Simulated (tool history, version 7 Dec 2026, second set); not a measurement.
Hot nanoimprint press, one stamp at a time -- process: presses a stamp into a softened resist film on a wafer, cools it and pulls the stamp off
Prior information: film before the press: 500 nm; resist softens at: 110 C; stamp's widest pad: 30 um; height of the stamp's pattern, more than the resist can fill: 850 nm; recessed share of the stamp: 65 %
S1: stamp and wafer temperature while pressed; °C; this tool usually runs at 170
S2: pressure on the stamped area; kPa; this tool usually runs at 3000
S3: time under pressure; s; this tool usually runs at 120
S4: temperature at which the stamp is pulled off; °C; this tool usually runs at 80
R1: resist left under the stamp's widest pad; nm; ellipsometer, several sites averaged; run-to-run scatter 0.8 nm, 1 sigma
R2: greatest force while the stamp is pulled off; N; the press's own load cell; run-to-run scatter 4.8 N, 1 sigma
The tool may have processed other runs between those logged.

{"run": 1, "hour": 0.0, "S1": 170, "S2": 3000, "S3": 120, "S4": 80, "R1": 207.7, "R2": 255}
{"run": 2, "hour": 7.7, "S1": 170, "S2": 3000, "S3": 120, "S4": 80, "R1": 210.2, "R2": 252}
{"run": 3, "hour": 15.3, "S1": 170, "S2": 3000, "S3": 120, "S4": 76, "R1": 208.2, "R2": 283}
{"run": 4, "hour": 23.5, "S1": 170, "S2": 3000, "S3": 120, "S4": 80, "R1": 208.9, "R2": 268}
{"run": 5, "hour": 33.2, "S1": 170, "S2": 3000, "S3": 120, "S4": 75, "R1": 208.5, "R2": 283}
{"run": 6, "hour": 41.6, "S1": 170, "S2": 3000, "S3": 120, "S4": 87, "R1": 208.3, "R2": 214}
{"run": 7, "hour": 47.1, "S1": 172, "S2": 3000, "S3": 120, "S4": 80, "R1": 193.2, "R2": 248}
{"run": 8, "hour": 56.6, "S1": 172, "S2": 3000, "S3": 120, "S4": 80, "R1": 194.6, "R2": 275}
{"run": 9, "hour": 63.7, "S1": 172, "S2": 3000, "S3": 120, "S4": 80, "R1": 193.9, "R2": 261}
{"run": 10, "hour": 70.5, "S1": 172, "S2": 3000, "S3": 120, "S4": 80, "R1": 192.4, "R2": 275}
{"run": 11, "hour": 80.1, "S1": 172, "S2": 3000, "S3": 120, "S4": 80, "R1": 193.8, "R2": 262}
{"run": 12, "hour": 90.9, "S1": 172, "S2": 3000, "S3": 120, "S4": 80, "R1": 193.5, "R2": 265}
{"run": 13, "hour": 100.1, "S1": 172, "S2": 3000, "S3": 120, "S4": 80, "R1": 193.8, "R2": 257}
{"run": 14, "hour": 110.4, "S1": 172, "S2": 3000, "S3": 120, "S4": 80, "R1": 193.6, "R2": 263}
{"run": 15, "hour": 117.0, "S1": 172, "S2": 3000, "S3": 120, "S4": 80, "R1": 194.6, "R2": 267}
{"run": 16, "hour": 126.6, "S1": 172, "S2": 3000, "S3": 120, "S4": 80, "R1": 194.2, "R2": 264}
{"hour": 132.2, "done": "plate thermocouple calibrated"}
{"run": 17, "hour": 134.8, "S1": 165, "S2": 4250, "S3": 143, "S4": 75, "R1": 203.2, "R2": 297}
{"run": 18, "hour": 144.5, "S1": 164, "S2": 4250, "S3": 200, "S4": 75, "R1": 185.2, "R2": 293}
{"run": 19, "hour": 154.0, "S1": 164, "S2": 4250, "S3": 200, "S4": 75, "R1": 185.6, "R2": 302}
{"run": 20, "hour": 163.8, "S1": 165, "S2": 4250, "S3": 81, "S4": 72, "R1": 255.5, "R2": 320}
{"run": 21, "hour": 170.3, "S1": 165, "S2": 4250, "S3": 112, "S4": 82, "R1": 226.1, "R2": 264}
{"run": 22, "hour": 178.0, "S1": 165, "S2": 4250, "S3": 112, "S4": 82, "R1": 226.0, "R2": 258}
{"run": 23, "hour": 186.2, "S1": 177, "S2": 4230, "S3": 95, "S4": 82, "R1": 147.4, "R2": 260}
{"run": 24, "hour": 192.7, "S1": 178, "S2": 3760, "S3": 99, "S4": 82, "R1": 147.7, "R2": 257}

Expected results for the next run?
{"run": 25, "hour": 201.8, "S1": 170, "S2": 3000, "S3": 112, "S4": 75, "R1": "?", "R2": "?"}

Logged for run 25: R1 212.7 nm, R2 304 N.
Without the tool's hidden state the same run would have given R1 210.7 nm, R2 262 N.

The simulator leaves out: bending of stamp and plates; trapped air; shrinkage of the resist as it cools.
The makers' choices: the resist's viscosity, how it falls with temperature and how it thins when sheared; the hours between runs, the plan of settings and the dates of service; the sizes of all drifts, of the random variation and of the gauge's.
